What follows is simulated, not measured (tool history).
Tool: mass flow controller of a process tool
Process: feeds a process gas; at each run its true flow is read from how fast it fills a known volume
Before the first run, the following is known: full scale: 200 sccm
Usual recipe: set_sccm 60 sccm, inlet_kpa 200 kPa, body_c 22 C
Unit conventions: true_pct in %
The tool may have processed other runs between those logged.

| run | hour | set_sccm | inlet_kpa | body_c | true_pct |
|---|---|---|---|---|---|
| 1 | 0 | 60 | 200 | 22 | 97.46 |
| 2 | 117.6 | 51 | 200 | 22 | 96.93 |
| 3 | 257.4 | 51 | 200 | 22 | 97.1 |
| 4 | 374.4 | 60 | 200 | 22 | 97.35 |
| 5 | 501.7 | 60 | 200 | 22 | 97.27 |
| 6 | 602.8 | 60 | 200 | 22 | 97.1 |
| 7 | 692.2 | 60 | 200 | 22 | 97.16 |
| 8 | 774 | 95 | 200 | 22 | 98.32 |
| 9 | 887 | 95 | 200 | 22 | 98.3 |
| 10 | 1026 | 55 | 200 | 22 | 96.81 |
| 11 | 1087.9 | 60 | 182 | 22 | 97.16 |
| 12 | 1160.8 | 60 | 182 | 22 | 97.12 |
| 13 | 1287.9 | 60 | 182 | 22 | 97.21 |
| 14 | 1402.1 | 60 | 200 | 22 | 97.03 |
| 15 | 1474 | 60 | 200 | 22 | 97.09 |
| 16 | 1610.8 | 60 | 200 | 32 | 97.87 |
| 17 | 1742.1 | 60 | 200 | 32 | 97.89 |
| 18 | 1871.8 | 60 | 258 | 22 | 96.43 |
| 19 | 1997.3 | 60 | 200 | 22 | 96.91 |
| 20 | 2124.8 | 60 | 200 | 22 | 96.86 |
| 21 | 2264.2 | 60 | 200 | 22 | 96.83 |
| 22 | 2401.7 | 60 | 200 | 22 | 96.72 |
| 23 | 2479.4 | 51 | 152 | 22 | 96.41 |
| 24 | 2608.1 | 60 | 260 | 22 | 96.27 |
|  | 2664.9 | controller's zero set anew |
| 25 | 2748.3 | 60 | 260 | 22 | 95.82 |
| 26 | 2860.5 | 60 | 260 | 22 | 95.86 |
| 27 | 2970.4 | 60 | 260 | 22 | 95.77 |
| 28 | 3071.2 | 60 | 260 | 22 | 95.86 |
| 29 | 3206.9 | 60 | 260 | 22 | 95.74 |
|  | 3247.4 | controller's zero set anew, once more |
| 30 | 3323.6 | 40 | 200 | 27 | 100.12 |
| 31 | 3416.1 | 40 | 200 | 27 | 100 |
| 32 | 3504 | 37 | 200 | 27 | 100.03 |
| 33 | 3579.7 | 45 | 251 | 35 | 100.42 |
| 34 | 3640.7 | 125 | 167 | 33 | 101.6 |
| 35 | 3722.7 | 31 | 272 | 38 | 100.4 |
| 36 | 3857.9 | 31 | 272 | 38 | 100.27 |
| 37 | 3968.7 | 60 | 177 | 22 | 99.75 |
| 38 | 4069.9 | 60 | 177 | 22 | 99.77 |
| 39 | 4159 | 60 | 177 | 31 | 100.54 |
| 40 | 4280.7 | 56 | 200 | 22 | 99.65 |
| 41 | 4392.5 | 56 | 200 | 38 | 101.07 |
| 42 | 4499 | 31 | 182 | 37 | 100.36 |
| 43 | 4602.1 | 24 | 200 | 22 | 98.45 |
| 44 | 4697.7 | 24 | 200 | 22 | 98.23 |

Some steps in true_pct between neighbouring runs. How much of each would the tool show without its hidden state too (settings, what came in, random variation), and how much is left for the hidden state, with any gauge scatter that isn't in both results?
Unlogged tool condition in this case: flow at rest that the sensor doesn't see, % of full scale; true flow over the shown one, %; drift of the gauge itself on true_pct, %.
Run 7 -> 8: set_sccm 60 -> 95. true_pct +1.16 %: hidden state +0.84, all else +0.32.
Run 9 -> 10: set_sccm 95 -> 55. true_pct -1.49 %: hidden state -1.15, all else -0.34.
Run 29 -> 30: set_sccm 60 -> 40, inlet_kpa 260 -> 200, body_c 22 -> 27, controller's zero set anew, once more. true_pct +4.38 %: hidden state +3.67, all else +0.71.
Run 42 -> 43: set_sccm 31 -> 24, inlet_kpa 182 -> 200, body_c 37 -> 22. true_pct -1.91 %: hidden state -0.4, all else -1.51.

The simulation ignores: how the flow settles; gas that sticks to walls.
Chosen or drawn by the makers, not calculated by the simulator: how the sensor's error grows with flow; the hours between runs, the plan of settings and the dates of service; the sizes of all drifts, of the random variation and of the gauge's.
